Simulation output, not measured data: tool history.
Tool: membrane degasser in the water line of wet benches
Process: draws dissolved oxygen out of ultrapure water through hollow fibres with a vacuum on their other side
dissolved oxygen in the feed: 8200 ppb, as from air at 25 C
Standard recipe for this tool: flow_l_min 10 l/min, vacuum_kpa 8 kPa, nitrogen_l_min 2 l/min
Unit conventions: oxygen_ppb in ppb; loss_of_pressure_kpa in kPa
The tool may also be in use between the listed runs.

run	hour	flow_l_min	vacuum_kpa	nitrogen_l_min	oxygen_ppb	loss_of_pressure_kpa
1	0	10	8	2	118.3	59.71
2	58.8	10	8	2	118	59.55
3	138	10	8	2	116.4	59.89
4	228.8	10	5.96	2	92.2	59.56
5	325.1	10	19.35	2	263.1	59.63
6	401.4	10	19.35	2	256.8	59.72
7	463	10	19.35	2	256.5	59.4
8	552.1	10	19.35	2	260.4	59.83
9	617.9	10	19.35	2	263.7	59.68
10	707.2	10	19.35	4.57	147.6	59.92
11	781.8	10	19.35	4.57	146	59.85
12	898.2	11	8	2	146.5	65.96
13	1015.6	11	8	2	145	66.08
14	1141.1	11	8	2	146.6	66.06
15	1199.5	11	8	2	145.5	66.02
16	1323.4	11	8	2	144.5	66.33

The next listed run, before its measurement:
17	1395.3	11	8	2	?	?

For run 17 the tool returned oxygen_ppb 145.1 ppb, loss_of_pressure_kpa 66.11 kPa.
With no hidden state in the tool, this same run would have given oxygen_ppb 125.6 ppb, loss_of_pressure_kpa 63.89 kPa.
